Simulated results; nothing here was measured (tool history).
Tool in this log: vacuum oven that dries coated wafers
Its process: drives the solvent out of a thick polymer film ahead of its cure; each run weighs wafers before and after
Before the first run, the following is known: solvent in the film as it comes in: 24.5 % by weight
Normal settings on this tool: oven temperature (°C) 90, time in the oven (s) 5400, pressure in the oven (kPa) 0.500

run	hour	oven temperature (°C)	time in the oven (s)	pressure in the oven (kPa)	solvent left in the film (%)
1	0.0	90	5400	0.500	1.00
2	8.5	90	5400	0.500	1.01
3	20.6	90	5400	0.500	1.00
4	27.2	90	5400	0.500	1.02
5	34.0	90	5400	0.500	1.02
6	43.8	90	5400	0.500	1.01
7	51.3	90	9480	0.500	0.34
8	57.8	90	3240	0.500	3.02
9	63.5	90	3240	0.500	3.03
10	71.5	90	3240	0.500	3.05
11	80.6	90	3240	0.500	2.99
12	87.9	90	8460	0.500	0.38
13	96.2	90	5400	0.500	1.01
14	104.5	81	5400	0.979	3.25
15	110.0	81	5400	0.979	3.22
16	118.5	81	5400	0.979	3.25
17	128.7	96	7980	0.500	0.24
18	135.4	96	7980	0.500	0.21
19	145.4	96	7980	0.500	0.24
20	150.9	88	3060	0.500	3.97
21	160.7	88	3060	0.500	3.97
22	166.4	97	8040	1.080	0.46
23	178.1	97	8040	1.080	0.48
24	188.1	76	3360	1.080	8.19
25	194.9	76	3360	1.080	8.15
26	206.9	76	3360	0.505	7.77

What if the next run were any one of these 3? Each begins from the tool's condition after run 26:
A	214.3	76	7920	0.505	?
B	214.3	88	3360	0.505	?
C	214.3	91	4500	1.131	?

run	solvent left in the film (%)
A	2.43
B	3.44
C	1.69
Had the tool no hidden state, the same runs would have come out as:
run	solvent left in the film (%)
A	2.42
B	3.43
C	1.69
